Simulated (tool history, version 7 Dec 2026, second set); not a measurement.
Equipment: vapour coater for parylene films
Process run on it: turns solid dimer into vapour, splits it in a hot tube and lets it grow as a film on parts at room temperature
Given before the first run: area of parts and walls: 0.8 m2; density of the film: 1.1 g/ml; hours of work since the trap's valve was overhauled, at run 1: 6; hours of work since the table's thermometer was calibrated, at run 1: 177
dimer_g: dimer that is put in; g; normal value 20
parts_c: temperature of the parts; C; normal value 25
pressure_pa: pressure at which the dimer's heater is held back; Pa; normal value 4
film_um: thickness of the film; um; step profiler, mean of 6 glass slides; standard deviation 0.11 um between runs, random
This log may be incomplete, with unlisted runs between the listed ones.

run	day	dimer_g	parts_c	pressure_pa	hours of work since the trap's valve was overhauled	hours of work since the table's thermometer was calibrated	film_um
1	0	20	25	4	6	177	14.06
2	0.558	20	25	4	14	185	13.85
3	1.196	20	25	4	24	194	13.91
4	1.625	20	25	4	30	201	13.64
5	2.325	20	25	4	40	211	13.71
6	2.646	20	25	4	45	216	13.65
7	3.058	20	25	4	51	222	13.79
8	3.392	20	25	4	56	227	13.77
9	4.079	20	25	4	66	237	13.53
10	4.738	20	25	4	76	247	13.71
11	5.15	20	25	4	82	253	13.62
12	5.746	20	25	4	91	262	13.95
13	6.396	20	25	4	101	271	13.62
14	6.683	20	25	4	105	276	13.67
15	7.292	21	22	8.57	114	285	13.94
16	7.746	35	17	11.29	121	291	26.13
17	8.388	13	29	4.2	130	301	7.73
18	8.717	13	29	4.2	135	306	7.76
19	9.392	13	29	4.2	145	316	7.64
20	9.9	11	22	8.64	153	323	7.36
21	10.458	22	29	8.68	161	331	11.71
22	11.054	20	19	4.59	170	340	15.69
23	11.712	23	25	4.86	179	350	14.95
24	12.15	35	31	4.86	186	357	18.73
25	12.6	35	31	4.86	193	363	18.89
26	13.238	20	33	5.89	202	373	9.84
27	13.779	20	33	5.89	210	381	10.08

How would selected steps in film_um from run to run divide? Give the signed amount a tool lacking its hidden state would still show from settings, what came in and random variation, and the signed amount left for the hidden state, including any gauge scatter that is not in both of the compared results.
Hidden state present: vapour lost through the trap's worn valve, %; true temperature of the parts over the reading, C; drift of the gauge itself on film_um, %.
Run 15 -> 16: dimer_g 21 -> 35, parts_c 22 -> 17, pressure_pa 8.57 -> 11.29. film_um +12.19 um: hidden state -0.39, all else +12.58.
Run 16 -> 17: dimer_g 35 -> 13, parts_c 17 -> 29, pressure_pa 11.29 -> 4.2. film_um -18.4 um: hidden state +0.54, all else -18.94.
Run 25 -> 26: dimer_g 35 -> 20, parts_c 31 -> 33, pressure_pa 4.86 -> 5.89. film_um -9.05 um: hidden state +0.42, all else -9.47.

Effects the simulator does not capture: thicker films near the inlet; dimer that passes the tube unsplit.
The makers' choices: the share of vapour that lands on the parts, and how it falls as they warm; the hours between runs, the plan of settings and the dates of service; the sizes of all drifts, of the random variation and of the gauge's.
